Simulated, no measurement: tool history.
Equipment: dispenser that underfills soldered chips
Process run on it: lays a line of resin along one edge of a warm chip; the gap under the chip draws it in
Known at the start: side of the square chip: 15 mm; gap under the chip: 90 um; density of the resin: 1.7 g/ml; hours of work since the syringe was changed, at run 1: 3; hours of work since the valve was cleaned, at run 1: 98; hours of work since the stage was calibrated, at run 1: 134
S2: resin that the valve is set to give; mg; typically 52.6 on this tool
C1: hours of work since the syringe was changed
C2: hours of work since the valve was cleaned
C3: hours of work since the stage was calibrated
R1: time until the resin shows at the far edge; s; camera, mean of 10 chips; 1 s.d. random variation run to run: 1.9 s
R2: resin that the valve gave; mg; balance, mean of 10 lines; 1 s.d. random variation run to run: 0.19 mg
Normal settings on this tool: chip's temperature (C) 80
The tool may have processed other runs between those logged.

run 1 hour=0 | chip's_temperature_(C)=80 S2=52.6 | C1=3 C2=98 C3=134 | R1=226.4 R2=49.84
run 2 hour=8.8 | chip's_temperature_(C)=80 S2=52.6 | C1=9 C2=104 C3=140 | R1=314.9 R2=49.59
-- hour=12.7 new syringe of resin
run 3 hour=14.2 | chip's_temperature_(C)=65 S2=52.6 | C1=1 C2=108 C3=144 | R1=374.3 R2=49.62
run 4 hour=23.8 | chip's_temperature_(C)=80 S2=52.6 | C1=8 C2=115 C3=151 | R1=296 R2=49.54
-- hour=29.7 new syringe of resin
run 5 hour=33.7 | chip's_temperature_(C)=80 S2=52.6 | C1=3 C2=122 C3=157 | R1=223.6 R2=49.31
run 6 hour=39.8 | chip's_temperature_(C)=75 S2=52.6 | C1=7 C2=126 C3=162 | R1=349.3 R2=49.16
-- hour=46.5 new syringe of resin
run 7 hour=46.5 | chip's_temperature_(C)=75 S2=52.6 | C1=0 C2=130 C3=166 | R1=233 R2=48.9
-- hour=49.5 dispensing valve cleaned and set on the balance
run 8 hour=55.8 | chip's_temperature_(C)=80 S2=55.7 | C1=6 C2=4 C3=172 | R1=259 R2=55.57
-- hour=64.5 new syringe of resin
run 9 hour=65.3 | chip's_temperature_(C)=80 S2=55.7 | C1=1 C2=11 C3=179 | R1=194 R2=55.39
run 10 hour=71.2 | chip's_temperature_(C)=80 S2=61.4 | C1=5 C2=15 C3=183 | R1=249.7 R2=60.93
-- hour=81.4 new syringe of resin
run 11 hour=81.5 | chip's_temperature_(C)=80 S2=68.1 | C1=0 C2=22 C3=190 | R1=191 R2=67.54
run 12 hour=89 | chip's_temperature_(C)=80 S2=68.1 | C1=5 C2=27 C3=195 | R1=255.7 R2=67.35
run 13 hour=96.2 | chip's_temperature_(C)=88 S2=68.1 | C1=10 C2=33 C3=200 | R1=251.2 R2=67.18
-- hour=98.8 new syringe of resin
run 14 hour=104.3 | chip's_temperature_(C)=88 S2=68.1 | C1=4 C2=38 C3=206 | R1=173.9 R2=66.97
run 15 hour=109.3 | chip's_temperature_(C)=88 S2=68.1 | C1=7 C2=42 C3=209 | R1=207.5 R2=66.73
-- hour=115.5 new syringe of resin
run 16 hour=119.6 | chip's_temperature_(C)=88 S2=65.5 | C1=3 C2=49 C3=216 | R1=163.6 R2=63.5
run 17 hour=129.2 | chip's_temperature_(C)=92 S2=52.6 | C1=10 C2=55 C3=223 | R1=209.2 R2=51.13
-- hour=132.6 new syringe of resin
run 18 hour=135.6 | chip's_temperature_(C)=92 S2=52.6 | C1=2 C2=60 C3=227 | R1=137.8 R2=50.75
run 19 hour=140.1 | chip's_temperature_(C)=92 S2=52.6 | C1=5 C2=63 C3=231 | R1=167.4 R2=50.69
-- hour=149.6 new syringe of resin
run 20 hour=150 | chip's_temperature_(C)=77 S2=52.6 | C1=0 C2=70 C3=237 | R1=223.1 R2=50.36
run 21 hour=159.7 | chip's_temperature_(C)=92 S2=67.7 | C1=7 C2=77 C3=244 | R1=180.9 R2=65.08
run 22 hour=164.1 | chip's_temperature_(C)=71 S2=52.6 | C1=10 C2=80 C3=247 | R1=490.3 R2=50.7
-- hour=166.4 new syringe of resin
run 23 hour=171.4 | chip's_temperature_(C)=71 S2=52.6 | C1=4 C2=84 C3=252 | R1=329.1 R2=50.08
run 24 hour=178.2 | chip's_temperature_(C)=95 S2=56.9 | C1=8 C2=89 C3=257 | R1=173.6 R2=54.2
-- hour=183.3 new syringe of resin
run 25 hour=183.3 | chip's_temperature_(C)=88 S2=64.8 | C1=0 C2=93 C3=260 | R1=139.7 R2=61.43
run 26 hour=192.2 | chip's_temperature_(C)=77 S2=52.6 | C1=6 C2=99 C3=267 | R1=309 R2=50.25
run 27 hour=197.6 | chip's_temperature_(C)=79 S2=45.2 | C1=10 C2=103 C3=270 | R1=370.2 R2=42.81
-- hour=200.1 new syringe of resin
run 28 hour=208 | chip's_temperature_(C)=79 S2=45.2 | C1=6 C2=110 C3=278 | R1=291.2 R2=42.45
-- hour=217.4 new syringe of resin
run 29 hour=218.6 | chip's_temperature_(C)=90 S2=48.7 | C1=1 C2=117 C3=285 | R1=145.2 R2=45.77
run 30 hour=226.4 | chip's_temperature_(C)=79 S2=52.6 | C1=6 C2=123 C3=290 | R1=282.6 R2=49.42
-- hour=234.3 new syringe of resin
run 31 hour=235.8 | chip's_temperature_(C)=72 S2=45.8 | C1=1 C2=129 C3=297 | R1=295.7 R2=42.76
-- hour=240.5 dispensing valve cleaned and set on the balance
run 32 hour=241.5 | chip's_temperature_(C)=91 S2=56.3 | C1=4 C2=1 C3=300 | R1=161.5 R2=56.14
run 33 hour=248.5 | chip's_temperature_(C)=73 S2=52.6 | C1=9 C2=6 C3=305 | R1=427.5 R2=52.34
-- hour=252.4 new syringe of resin
run 34 hour=257 | chip's_temperature_(C)=80 S2=46.9 | C1=3 C2=11 C3=311 | R1=240.6 R2=46.61
run 35 hour=263.8 | chip's_temperature_(C)=68 S2=48.7 | C1=8 C2=16 C3=316 | R1=495.3 R2=48.24

3 options for the next run, each taken on its own from the tool as it stands now. Forecast them:
run A hour=268.2 | chip's_temperature_(C)=70 S2=64.9 | C1=11 C2=19 C3=319 | R1=? R2=?
run B hour=268.2 | chip's_temperature_(C)=94 S2=49.4 | C1=11 C2=19 C3=319 | R1=? R2=?
run C hour=268.2 | chip's_temperature_(C)=85 S2=56.8 | C1=11 C2=19 C3=319 | R1=? R2=?

run=A R1=534.6 R2=64.5
run=B R1=218.2 R2=48.95
run=C R1=301.9 R2=56.46
Without the tool's unlogged condition, the same runs would have read:
run=A R1=270.3 R2=65.24
run=B R1=110.6 R2=49.52
run=C R1=153 R2=57.11
